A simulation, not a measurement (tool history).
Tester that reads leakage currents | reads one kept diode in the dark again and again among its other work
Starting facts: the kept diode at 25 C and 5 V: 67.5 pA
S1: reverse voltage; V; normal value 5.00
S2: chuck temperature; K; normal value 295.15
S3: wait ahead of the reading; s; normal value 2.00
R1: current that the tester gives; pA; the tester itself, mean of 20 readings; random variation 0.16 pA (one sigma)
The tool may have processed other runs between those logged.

run,hour,S1,S2,S3,R1
1,0.0,5.00,295.15,2.00,50.54
2,14.6,5.00,295.15,2.00,50.94
3,29.6,5.00,295.15,2.00,50.92
4,44.6,5.00,295.15,2.00,50.72
5,57.5,5.00,295.15,2.00,50.74
6,78.3,2.74,295.15,2.00,39.07
7,99.8,2.74,295.15,2.00,39.20
8,117.1,5.00,295.15,2.00,50.44
9,135.4,5.00,295.15,2.00,50.49
10,166.0,5.00,295.15,1.46,50.51
11,185.4,5.00,295.15,5.80,49.88
12,205.7,5.00,295.15,5.80,49.89
13,233.8,5.00,295.15,5.80,50.28
14,264.7,5.00,295.15,9.73,49.68
15,291.6,5.00,295.15,0.90,50.83
16,323.4,5.00,295.15,0.90,50.28
17,337.9,5.00,295.15,0.90,50.68
18,367.9,5.00,295.15,0.90,50.81
19,395.9,5.00,327.15,0.43,667.22
20,421.4,1.65,330.15,2.29,527.38
21,437.1,8.10,295.15,2.00,61.60
22,456.8,19.92,300.15,0.34,146.71
23,486.4,7.51,310.15,1.25,211.14
24,515.9,7.51,310.15,1.25,210.53
25,535.7,1.59,310.15,4.81,111.53
26,565.4,5.22,310.15,3.49,180.63
27,596.5,5.22,310.15,3.49,180.20
28,610.5,5.22,310.15,3.49,179.76
29,626.9,5.00,297.15,0.56,60.21
30,657.2,1.17,296.15,1.35,29.57
31,681.4,19.53,295.15,2.19,89.40
32,703.2,19.53,294.15,2.19,82.82

Some steps in R1, run to run, broken into two amounts with sign: the step expected even without the hidden condition (settings, incoming material, random variation), and the rest, left for the hidden condition together with whatever gauge scatter is not in both the measured and the hidden-condition-free result:
What the log doesn't record here: stray current of the dirty probe card, pA a volt; current scale over the true one, %; true chuck temperature over the reading, C; drift of the gauge itself on leakage_pa, %.
Run 18 -> 19: S2 295.15 -> 327.15, S3 0.90 -> 0.43. R1 +616.41 pA: hidden state -29.06, all else +645.47.
Run 19 -> 20: S1 5.00 -> 1.65, S2 327.15 -> 330.15, S3 0.43 -> 2.29. R1 -139.84 pA: hidden state +5.99, all else -145.83.
Run 20 -> 21: S1 1.65 -> 8.10, S2 330.15 -> 295.15, S3 2.29 -> 2.00. R1 -465.78 pA: hidden state +22.86, all else -488.64.
Run 28 -> 29: S1 5.22 -> 5.00, S2 310.15 -> 297.15, S3 3.49 -> 0.56. R1 -119.55 pA: hidden state +7.33, all else -126.88.
